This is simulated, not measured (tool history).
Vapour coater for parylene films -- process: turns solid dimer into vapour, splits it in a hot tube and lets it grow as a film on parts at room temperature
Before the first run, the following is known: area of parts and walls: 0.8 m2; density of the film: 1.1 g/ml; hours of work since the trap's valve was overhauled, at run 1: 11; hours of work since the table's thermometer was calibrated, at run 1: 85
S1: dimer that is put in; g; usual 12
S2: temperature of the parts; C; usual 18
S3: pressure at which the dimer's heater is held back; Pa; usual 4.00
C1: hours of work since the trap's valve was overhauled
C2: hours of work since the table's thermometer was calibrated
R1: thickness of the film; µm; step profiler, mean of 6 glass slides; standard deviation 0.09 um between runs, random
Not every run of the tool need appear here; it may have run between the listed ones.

run	hour	S1	S2	S3	C1	C2	R1
1	0.0	12	18	4.00	11	85	11.08
2	18.8	12	18	2.50	24	98	11.39
3	35.2	12	18	6.66	35	109	10.48
4	52.6	12	18	6.66	47	122	10.50
5	71.1	12	18	6.66	60	134	10.46
6	89.4	12	18	6.66	73	147	10.57
7	105.0	12	18	6.66	84	158	10.48
8	120.4	12	18	6.66	94	169	10.50
9	138.6	12	18	6.66	107	181	10.33
10	148.8	12	17	9.17	114	188	10.49
11	160.5	12	17	9.17	122	197	10.59

Consider 3 possible next runs. They are alternatives, not a sequence: every one starts from the tool as it was left by run 11. What does each give?
A	179.1	7	17	9.17	135	210	?
B	179.1	9	25	2.23	135	210	?
C	179.1	6	23	10.26	135	210	?

run	R1
A	6.13
B	6.38
C	4.07
What these runs would have given with no unlogged condition in the tool:
run	R1
A	6.14
B	6.39
C	4.08
